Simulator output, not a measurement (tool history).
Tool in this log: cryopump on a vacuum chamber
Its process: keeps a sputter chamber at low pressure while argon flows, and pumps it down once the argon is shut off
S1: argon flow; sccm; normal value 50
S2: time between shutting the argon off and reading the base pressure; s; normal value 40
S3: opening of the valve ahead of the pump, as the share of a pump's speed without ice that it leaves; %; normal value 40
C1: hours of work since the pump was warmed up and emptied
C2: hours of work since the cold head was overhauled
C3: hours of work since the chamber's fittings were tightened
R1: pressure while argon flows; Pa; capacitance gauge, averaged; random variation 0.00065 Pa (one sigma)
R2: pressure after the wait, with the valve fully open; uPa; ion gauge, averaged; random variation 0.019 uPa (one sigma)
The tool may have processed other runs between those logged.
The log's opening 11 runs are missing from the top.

run 12 hour=416.5 | S1=50 S2=40 S3=23 | C1=865 C2=865 C3=1884 | R1=0.1926 R2=1.59
run 13 hour=442.3 | S1=50 S2=40 S3=23 | C1=884 C2=884 C3=1903 | R1=0.1933 R2=1.59
-- hour=446.6 leaking fittings of the chamber tightened, without venting
run 14 hour=491.3 | S1=50 S2=40 S3=23 | C1=919 C2=919 C3=33 | R1=0.1924 R2=1.3
run 15 hour=516.1 | S1=59 S2=40 S3=40 | C1=937 C2=937 C3=52 | R1=0.1373 R2=1.28
run 16 hour=540.2 | S1=59 S2=40 S3=55 | C1=955 C2=955 C3=69 | R1=0.1019 R2=1.3
run 17 hour=575.9 | S1=59 S2=40 S3=55 | C1=982 C2=982 C3=96 | R1=0.1038 R2=1.29
run 18 hour=610.1 | S1=50 S2=40 S3=56 | C1=1007 C2=1007 C3=121 | R1=0.0859 R2=1.32
run 19 hour=649.8 | S1=96 S2=56 S3=47 | C1=1036 C2=1036 C3=151 | R1=0.1921 R2=1.02
run 20 hour=683.6 | S1=52 S2=40 S3=47 | C1=1061 C2=1061 C3=176 | R1=0.1061 R2=1.35
run 21 hour=727.7 | S1=52 S2=40 S3=47 | C1=1094 C2=1094 C3=209 | R1=0.1034 R2=1.36
run 22 hour=764.3 | S1=52 S2=40 S3=47 | C1=1121 C2=1121 C3=236 | R1=0.1068 R2=1.31
-- hour=797.5 pump warmed up, emptied and cooled again
run 23 hour=803.3 | S1=52 S2=202 S3=59 | C1=4 C2=1147 C3=261 | R1=0.0749 R2=0.4
run 24 hour=844.5 | S1=47 S2=24 S3=40 | C1=35 C2=1177 C3=291 | R1=0.1012 R2=2.06
run 25 hour=868 | S1=91 S2=25 S3=44 | C1=52 C2=1195 C3=309 | R1=0.178 R2=2.01
run 26 hour=916.2 | S1=91 S2=25 S3=44 | C1=88 C2=1230 C3=345 | R1=0.1785 R2=1.99

Estimate the outcome of run 27 from the log above:
run 27 hour=946.5 | S1=50 S2=40 S3=56 | C1=111 C2=1253 C3=367 | R1=? R2=?

{"run 27": {"R1": 0.0775, "R2": 1.31}}
Were there no unlogged condition in the tool, this run, its random variation unchanged, would have produced R1 0.0757 Pa, R2 1.24 uPa.

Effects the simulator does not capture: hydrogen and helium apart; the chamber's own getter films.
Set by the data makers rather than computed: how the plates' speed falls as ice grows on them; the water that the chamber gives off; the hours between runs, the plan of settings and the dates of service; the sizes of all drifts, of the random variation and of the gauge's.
